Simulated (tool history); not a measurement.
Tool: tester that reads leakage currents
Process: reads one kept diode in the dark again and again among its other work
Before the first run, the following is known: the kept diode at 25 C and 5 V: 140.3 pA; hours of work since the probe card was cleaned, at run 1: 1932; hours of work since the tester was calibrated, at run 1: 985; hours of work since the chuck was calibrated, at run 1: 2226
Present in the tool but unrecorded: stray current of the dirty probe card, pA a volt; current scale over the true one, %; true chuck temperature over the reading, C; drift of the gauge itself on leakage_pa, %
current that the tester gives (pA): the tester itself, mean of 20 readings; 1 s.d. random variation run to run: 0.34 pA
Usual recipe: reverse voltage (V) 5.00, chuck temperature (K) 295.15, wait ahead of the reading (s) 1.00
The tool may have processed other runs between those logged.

| run | day | reverse voltage (V) | chuck temperature (K) | wait ahead of the reading (s) | hours of work since the probe card was cleaned | hours of work since the tester was calibrated | hours of work since the chuck was calibrated | current that the tester gives (pA) |
|---|---|---|---|---|---|---|---|---|
| 1 | 0.000 | 5.00 | 295.15 | 1.00 | 1932 | 985 | 2226 | 137.19 |
| 2 | 1.625 | 5.00 | 295.15 | 1.00 | 1962 | 1015 | 2256 | 138.20 |
|  | 2.458 | chuck's temperature calibrated |
| 3 | 2.658 | 5.00 | 295.15 | 1.00 | 1979 | 1032 | 4 | 118.03 |
| 4 | 4.200 | 5.00 | 295.15 | 1.00 | 2007 | 1061 | 32 | 118.68 |
| 5 | 5.883 | 5.00 | 295.15 | 1.00 | 2038 | 1092 | 63 | 118.96 |
| 6 | 6.992 | 5.00 | 295.15 | 1.00 | 2059 | 1112 | 83 | 119.02 |
| 7 | 8.654 | 5.00 | 295.15 | 1.00 | 2089 | 1142 | 114 | 119.67 |
| 8 | 9.367 | 1.93 | 295.15 | 1.00 | 2102 | 1156 | 127 | 78.90 |
| 9 | 10.062 | 5.00 | 295.15 | 6.53 | 2115 | 1168 | 140 | 119.10 |
| 10 | 11.433 | 5.00 | 295.15 | 6.53 | 2140 | 1193 | 165 | 118.93 |
| 11 | 12.754 | 5.00 | 295.15 | 1.00 | 2164 | 1218 | 189 | 120.62 |
| 12 | 13.867 | 5.00 | 295.15 | 1.00 | 2185 | 1238 | 210 | 120.78 |
| 13 | 15.133 | 5.00 | 295.15 | 1.00 | 2208 | 1261 | 233 | 120.13 |
| 14 | 16.025 | 5.00 | 304.15 | 1.00 | 2225 | 1278 | 249 | 228.27 |
| 15 | 17.275 | 5.00 | 304.15 | 1.00 | 2248 | 1301 | 272 | 228.50 |
| 16 | 18.417 | 5.00 | 304.15 | 1.00 | 2269 | 1322 | 293 | 230.93 |
| 17 | 19.892 | 5.00 | 304.15 | 1.00 | 2296 | 1349 | 320 | 230.26 |
| 18 | 21.525 | 5.00 | 323.15 | 1.00 | 2326 | 1379 | 350 | 812.03 |
| 19 | 22.312 | 5.00 | 323.15 | 1.00 | 2340 | 1393 | 365 | 811.57 |
| 20 | 23.362 | 5.00 | 305.15 | 3.69 | 2359 | 1413 | 384 | 247.83 |
| 21 | 24.096 | 4.39 | 307.15 | 2.30 | 2373 | 1426 | 397 | 268.92 |
| 22 | 25.408 | 4.39 | 307.15 | 2.30 | 2397 | 1450 | 421 | 268.61 |
| 23 | 26.900 | 3.51 | 295.15 | 1.00 | 2424 | 1478 | 449 | 104.79 |
|  | 27.388 | probe card cleaned and baked |
| 24 | 28.688 | 8.33 | 320.15 | 0.42 | 24 | 1508 | 479 | 828.42 |
| 25 | 30.062 | 5.00 | 332.15 | 0.39 | 49 | 1533 | 505 | 1411.19 |
| 26 | 30.788 | 2.84 | 324.15 | 0.96 | 62 | 1547 | 518 | 680.75 |
| 27 | 31.875 | 3.82 | 295.15 | 1.93 | 82 | 1567 | 538 | 106.33 |
| 28 | 32.833 | 1.72 | 309.15 | 0.52 | 100 | 1584 | 556 | 207.96 |
| 29 | 33.812 | 8.50 | 295.15 | 1.00 | 118 | 1602 | 574 | 150.43 |
| 30 | 34.817 | 5.10 | 295.15 | 1.00 | 136 | 1621 | 592 | 120.74 |
| 31 | 35.896 | 5.10 | 295.15 | 1.00 | 156 | 1640 | 612 | 120.67 |
| 32 | 36.658 | 5.10 | 295.15 | 1.00 | 170 | 1654 | 626 | 121.91 |
| 33 | 37.508 | 2.03 | 312.15 | 0.43 | 186 | 1670 | 641 | 274.63 |
| 34 | 39.183 | 2.03 | 301.15 | 9.85 | 217 | 1701 | 672 | 127.75 |
| 35 | 40.354 | 3.59 | 295.15 | 1.97 | 238 | 1722 | 694 | 104.86 |

Hidden condition of the tool, last listed run before each entry between runs versus first listed run after:
Runs 2 to 3: chuck's temperature calibrated (day 2.458)
  stray current of the dirty probe card, pA a volt: 0.768 -> 0.775; true chuck temperature over the reading, C: 2.22 -> 0.09
  difference, measured minus the result without the unlogged condition, current that the tester gives (pA): +24.67 -> +5.00
Runs 23 to 24: probe card cleaned and baked (day 27.388)
  stray current of the dirty probe card, pA a volt: 0.951 -> 0.034; current scale over the true one, %: 0.54 -> 0.55; true chuck temperature over the reading, C: 0.52 -> 0.55
  difference, measured minus the result without the unlogged condition, current that the tester gives (pA): +7.70 -> +33.33
